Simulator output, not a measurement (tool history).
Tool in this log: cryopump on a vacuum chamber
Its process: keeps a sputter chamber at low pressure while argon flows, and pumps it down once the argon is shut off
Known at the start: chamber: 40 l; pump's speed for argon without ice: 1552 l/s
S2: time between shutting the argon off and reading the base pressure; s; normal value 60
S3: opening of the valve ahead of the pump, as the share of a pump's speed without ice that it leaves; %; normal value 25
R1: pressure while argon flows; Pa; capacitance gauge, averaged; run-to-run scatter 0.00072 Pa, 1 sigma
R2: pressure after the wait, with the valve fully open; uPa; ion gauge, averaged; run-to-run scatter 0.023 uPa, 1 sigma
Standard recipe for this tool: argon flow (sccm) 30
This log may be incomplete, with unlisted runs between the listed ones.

{"run": 1, "day": 0.0, "argon flow (sccm)": 30, "S2": 60, "S3": 25, "R1": 0.1349, "R2": 1.28}
{"run": 2, "day": 2.342, "argon flow (sccm)": 30, "S2": 60, "S3": 25, "R1": 0.1355, "R2": 1.4}
{"run": 3, "day": 6.592, "argon flow (sccm)": 30, "S2": 31, "S3": 25, "R1": 0.1367, "R2": 2.08}
{"run": 4, "day": 9.538, "argon flow (sccm)": 18, "S2": 31, "S3": 25, "R1": 0.083, "R2": 2.25}
{"run": 5, "day": 13.912, "argon flow (sccm)": 18, "S2": 31, "S3": 21, "R1": 0.0986, "R2": 2.35}
{"run": 6, "day": 17.208, "argon flow (sccm)": 18, "S2": 31, "S3": 21, "R1": 0.0982, "R2": 2.49}
{"run": 7, "day": 21.358, "argon flow (sccm)": 18, "S2": 31, "S3": 21, "R1": 0.0992, "R2": 2.68}
{"run": 8, "day": 26.592, "argon flow (sccm)": 30, "S2": 59, "S3": 25, "R1": 0.1428, "R2": 2.44}
{"day": 29.592, "done": "pump warmed up, emptied and cooled again"}
{"run": 9, "day": 30.875, "argon flow (sccm)": 30, "S2": 60, "S3": 23, "R1": 0.1419, "R2": 2.17}
{"run": 10, "day": 35.783, "argon flow (sccm)": 30, "S2": 60, "S3": 23, "R1": 0.143, "R2": 2.36}
{"run": 11, "day": 38.171, "argon flow (sccm)": 30, "S2": 60, "S3": 23, "R1": 0.1443, "R2": 2.37}
{"run": 12, "day": 42.175, "argon flow (sccm)": 30, "S2": 60, "S3": 25, "R1": 0.1337, "R2": 2.54}
{"run": 13, "day": 45.521, "argon flow (sccm)": 30, "S2": 60, "S3": 25, "R1": 0.134, "R2": 2.82}
{"run": 14, "day": 50.217, "argon flow (sccm)": 30, "S2": 60, "S3": 25, "R1": 0.1358, "R2": 2.9}
{"run": 15, "day": 53.308, "argon flow (sccm)": 30, "S2": 60, "S3": 25, "R1": 0.1358, "R2": 3.08}
{"day": 57.621, "done": "leaking fittings of the chamber tightened, without venting"}
{"run": 16, "day": 57.621, "argon flow (sccm)": 30, "S2": 60, "S3": 25, "R1": 0.1368, "R2": 0.77}
{"run": 17, "day": 62.367, "argon flow (sccm)": 30, "S2": 60, "S3": 25, "R1": 0.1379, "R2": 0.94}
{"run": 18, "day": 65.288, "argon flow (sccm)": 32, "S2": 89, "S3": 25, "R1": 0.1482, "R2": 0.89}
{"run": 19, "day": 68.05, "argon flow (sccm)": 18, "S2": 58, "S3": 26, "R1": 0.081, "R2": 1.21}
{"run": 20, "day": 71.608, "argon flow (sccm)": 36, "S2": 67, "S3": 17, "R1": 0.243, "R2": 1.29}
{"run": 21, "day": 76.608, "argon flow (sccm)": 36, "S2": 67, "S3": 17, "R1": 0.2421, "R2": 1.53}
{"run": 22, "day": 80.879, "argon flow (sccm)": 36, "S2": 67, "S3": 17, "R1": 0.2458, "R2": 1.67}
{"day": 82.758, "done": "pump warmed up, emptied and cooled again"}
{"run": 23, "day": 84.5, "argon flow (sccm)": 36, "S2": 67, "S3": 17, "R1": 0.2329, "R2": 1.47}
{"run": 24, "day": 88.117, "argon flow (sccm)": 36, "S2": 67, "S3": 17, "R1": 0.2323, "R2": 1.66}
{"run": 25, "day": 93.138, "argon flow (sccm)": 36, "S2": 67, "S3": 17, "R1": 0.2346, "R2": 1.82}
{"run": 26, "day": 97.879, "argon flow (sccm)": 36, "S2": 34, "S3": 30, "R1": 0.1364, "R2": 2.4}
{"run": 27, "day": 101.521, "argon flow (sccm)": 36, "S2": 34, "S3": 30, "R1": 0.1355, "R2": 2.7}
{"run": 28, "day": 106.521, "argon flow (sccm)": 17, "S2": 46, "S3": 49, "R1": 0.0412, "R2": 2.59}
{"run": 29, "day": 111.221, "argon flow (sccm)": 30, "S2": 46, "S3": 25, "R1": 0.1368, "R2": 2.84}
{"run": 30, "day": 113.6, "argon flow (sccm)": 30, "S2": 23, "S3": 27, "R1": 0.1277, "R2": 3.57}
{"run": 31, "day": 118.388, "argon flow (sccm)": 30, "S2": 77, "S3": 30, "R1": 0.1173, "R2": 2.84}
{"run": 32, "day": 122.838, "argon flow (sccm)": 30, "S2": 77, "S3": 30, "R1": 0.1182, "R2": 3.06}
{"run": 33, "day": 128.308, "argon flow (sccm)": 13, "S2": 153, "S3": 22, "R1": 0.0691, "R2": 3.11}
{"day": 129.396, "done": "leaking fittings of the chamber tightened, without venting"}
{"run": 34, "day": 133.904, "argon flow (sccm)": 13, "S2": 153, "S3": 22, "R1": 0.0695, "R2": 0.71}

Pick out some run-to-run changes in R1. Of each, how much would a tool without hidden state show as well, from the settings, what came in and chance, and how much is left for the hidden state and any gauge scatter not in both results compared?
Hidden state at play: pump's speed, % of a pump's without ice; cold plate's temperature, K; leak into the chamber, uPa l/s; drift of the gauge itself on working_pa, %; drift of the gauge itself on base_upa, %.
Run 8 -> 9: S2 59 -> 60, S3 25 -> 23, pump warmed up, emptied and cooled again. R1 -0.0009 Pa: hidden state -0.0100, all else +0.0091.
Run 19 -> 20: argon flow (sccm) 18 -> 36, S2 58 -> 67, S3 26 -> 17. R1 +0.1620 Pa: hidden state +0.0061, all else +0.1559.
Run 22 -> 23: pump warmed up, emptied and cooled again. R1 -0.0129 Pa: hidden state -0.0125, all else -0.0004.
Run 25 -> 26: S2 67 -> 34, S3 17 -> 30. R1 -0.0982 Pa: hidden state +0.0012, all else -0.0994.
Run 28 -> 29: argon flow (sccm) 17 -> 30, S3 49 -> 25. R1 +0.0956 Pa: hidden state +0.0033, all else +0.0923.
